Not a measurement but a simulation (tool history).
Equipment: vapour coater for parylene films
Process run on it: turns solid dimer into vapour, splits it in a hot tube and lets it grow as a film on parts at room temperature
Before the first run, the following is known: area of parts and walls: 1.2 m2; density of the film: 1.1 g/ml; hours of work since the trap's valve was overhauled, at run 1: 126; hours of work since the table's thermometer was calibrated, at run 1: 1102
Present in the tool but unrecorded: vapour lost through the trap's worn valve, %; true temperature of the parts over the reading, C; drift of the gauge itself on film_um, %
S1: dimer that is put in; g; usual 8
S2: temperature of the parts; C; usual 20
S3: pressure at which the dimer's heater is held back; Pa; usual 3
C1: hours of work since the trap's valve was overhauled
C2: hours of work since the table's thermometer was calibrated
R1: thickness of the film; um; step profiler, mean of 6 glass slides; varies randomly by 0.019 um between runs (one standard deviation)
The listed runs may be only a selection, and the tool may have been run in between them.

{"run": 1, "hour": 0.0, "S1": 8, "S2": 20, "S3": 3, "C1": 126, "C2": 1102, "R1": 4.52}
{"run": 2, "hour": 46.1, "S1": 8, "S2": 13, "S3": 3, "C1": 161, "C2": 1138, "R1": 5.94}
{"hour": 79.6, "done": "table's thermometer calibrated"}
{"run": 3, "hour": 79.6, "S1": 8, "S2": 13, "S3": 3, "C1": 186, "C2": 0, "R1": 5.92}
{"run": 4, "hour": 108.8, "S1": 8, "S2": 13, "S3": 3, "C1": 208, "C2": 22, "R1": 5.87}
{"run": 5, "hour": 142.7, "S1": 8, "S2": 13, "S3": 3, "C1": 234, "C2": 48, "R1": 5.92}
{"hour": 151.8, "done": "trap's valve overhauled"}
{"run": 6, "hour": 197.7, "S1": 8, "S2": 13, "S3": 3, "C1": 35, "C2": 87, "R1": 5.92}
{"run": 7, "hour": 255.0, "S1": 3, "S2": 20, "S3": 3, "C1": 79, "C2": 131, "R1": 1.69}
{"run": 8, "hour": 312.7, "S1": 3, "S2": 20, "S3": 3, "C1": 123, "C2": 174, "R1": 1.68}
{"run": 9, "hour": 355.4, "S1": 3, "S2": 20, "S3": 3, "C1": 155, "C2": 207, "R1": 1.67}
{"run": 10, "hour": 409.6, "S1": 8, "S2": 20, "S3": 3, "C1": 196, "C2": 248, "R1": 4.5}
{"run": 11, "hour": 445.0, "S1": 8, "S2": 20, "S3": 3, "C1": 223, "C2": 275, "R1": 4.49}
{"hour": 467.7, "done": "trap's valve overhauled"}
{"run": 12, "hour": 516.8, "S1": 8, "S2": 20, "S3": 3, "C1": 37, "C2": 327, "R1": 4.5}
{"run": 13, "hour": 564.1, "S1": 8, "S2": 25, "S3": 3, "C1": 73, "C2": 363, "R1": 3.59}
{"run": 14, "hour": 630.0, "S1": 8, "S2": 20, "S3": 6.18, "C1": 124, "C2": 413, "R1": 4.07}
{"run": 15, "hour": 679.3, "S1": 8, "S2": 20, "S3": 6.18, "C1": 161, "C2": 451, "R1": 4.05}
{"run": 16, "hour": 719.9, "S1": 8, "S2": 20, "S3": 6.18, "C1": 192, "C2": 482, "R1": 4.06}
{"hour": 783.9, "done": "trap's valve overhauled"}
{"run": 17, "hour": 792.9, "S1": 8, "S2": 20, "S3": 6.18, "C1": 7, "C2": 534, "R1": 4.05}
{"run": 18, "hour": 843.9, "S1": 8, "S2": 20, "S3": 6.18, "C1": 46, "C2": 573, "R1": 4.03}
{"run": 19, "hour": 908.7, "S1": 8, "S2": 20, "S3": 6.18, "C1": 95, "C2": 622, "R1": 4.04}
{"run": 20, "hour": 938.6, "S1": 8, "S2": 20, "S3": 3, "C1": 118, "C2": 645, "R1": 4.42}
{"run": 21, "hour": 975.4, "S1": 8, "S2": 20, "S3": 3, "C1": 146, "C2": 673, "R1": 4.42}
{"run": 22, "hour": 1040.1, "S1": 8, "S2": 18, "S3": 3, "C1": 195, "C2": 722, "R1": 4.85}
{"hour": 1070.7, "done": "gauge calibrated"}
{"run": 23, "hour": 1085.3, "S1": 9, "S2": 18, "S3": 3, "C1": 230, "C2": 757, "R1": 5.56}
{"hour": 1101.0, "done": "trap's valve overhauled"}
{"run": 24, "hour": 1125.0, "S1": 5, "S2": 16, "S3": 3.82, "C1": 18, "C2": 784, "R1": 3.25}
{"run": 25, "hour": 1163.9, "S1": 5, "S2": 16, "S3": 3.82, "C1": 48, "C2": 814, "R1": 3.26}
{"run": 26, "hour": 1221.1, "S1": 8, "S2": 19, "S3": 3, "C1": 91, "C2": 857, "R1": 4.68}
{"run": 27, "hour": 1261.9, "S1": 8, "S2": 19, "S3": 3, "C1": 122, "C2": 888, "R1": 4.72}
{"run": 28, "hour": 1312.8, "S1": 8, "S2": 19, "S3": 3, "C1": 161, "C2": 927, "R1": 4.74}
{"run": 29, "hour": 1365.3, "S1": 12, "S2": 25, "S3": 4.67, "C1": 201, "C2": 967, "R1": 5.11}
{"run": 30, "hour": 1394.0, "S1": 4, "S2": 26, "S3": 3.1, "C1": 223, "C2": 989, "R1": 1.7}
{"hour": 1418.9, "done": "trap's valve overhauled"}
{"run": 31, "hour": 1440.1, "S1": 12, "S2": 25, "S3": 2.71, "C1": 16, "C2": 1021, "R1": 5.47}
{"run": 32, "hour": 1507.9, "S1": 12, "S2": 25, "S3": 2.71, "C1": 68, "C2": 1073, "R1": 5.48}
{"run": 33, "hour": 1574.1, "S1": 8, "S2": 26, "S3": 3, "C1": 118, "C2": 1123, "R1": 3.43}
{"hour": 1627.5, "done": "table's thermometer calibrated"}
{"run": 34, "hour": 1644.1, "S1": 11, "S2": 12, "S3": 6.65, "C1": 171, "C2": 13, "R1": 7.88}
{"run": 35, "hour": 1690.5, "S1": 11, "S2": 12, "S3": 6.65, "C1": 206, "C2": 48, "R1": 7.89}
{"hour": 1737.6, "done": "trap's valve overhauled"}
{"run": 36, "hour": 1763.0, "S1": 9, "S2": 12, "S3": 2.41, "C1": 19, "C2": 100, "R1": 6.58}
{"run": 37, "hour": 1827.2, "S1": 9, "S2": 24, "S3": 2.41, "C1": 68, "C2": 149, "R1": 4.3}
{"run": 38, "hour": 1873.2, "S1": 3, "S2": 20, "S3": 2.29, "C1": 103, "C2": 184, "R1": 1.72}
{"run": 39, "hour": 1918.8, "S1": 3, "S2": 20, "S3": 2.29, "C1": 138, "C2": 219, "R1": 1.73}
{"run": 40, "hour": 1948.3, "S1": 3, "S2": 22, "S3": 5.42, "C1": 161, "C2": 241, "R1": 1.41}
{"run": 41, "hour": 2013.4, "S1": 12, "S2": 12, "S3": 3, "C1": 210, "C2": 291, "R1": 8.66}
{"run": 42, "hour": 2043.8, "S1": 12, "S2": 25, "S3": 11.86, "C1": 233, "C2": 314, "R1": 4.4}
{"hour": 2052.7, "done": "trap's valve overhauled"}
{"run": 43, "hour": 2092.2, "S1": 12, "S2": 25, "S3": 11.86, "C1": 30, "C2": 348, "R1": 4.47}
{"run": 44, "hour": 2128.2, "S1": 13, "S2": 19, "S3": 8.62, "C1": 58, "C2": 375, "R1": 6.56}

4 ways to go on from here, each from the tool as it stands after run 44. What would each give?
{"run": "A", "hour": 2183.3, "S1": 5, "S2": 12, "S3": 7.34, "C1": 99, "C2": 417, "R1": "?"}
{"run": "B", "hour": 2183.3, "S1": 3, "S2": 16, "S3": 8.62, "C1": 99, "C2": 417, "R1": "?"}
{"run": "C", "hour": 2183.3, "S1": 8, "S2": 22, "S3": 3, "C1": 99, "C2": 417, "R1": "?"}
{"run": "D", "hour": 2183.3, "S1": 12, "S2": 17, "S3": 4.07, "C1": 99, "C2": 417, "R1": "?"}

run=A R1=3.5
run=B R1=1.73
run=C R1=4.02
run=D R1=7.27
Without the tool's hidden state the same runs would have given:
run=A R1=3.58
run=B R1=1.77
run=C R1=4.11
run=D R1=7.43

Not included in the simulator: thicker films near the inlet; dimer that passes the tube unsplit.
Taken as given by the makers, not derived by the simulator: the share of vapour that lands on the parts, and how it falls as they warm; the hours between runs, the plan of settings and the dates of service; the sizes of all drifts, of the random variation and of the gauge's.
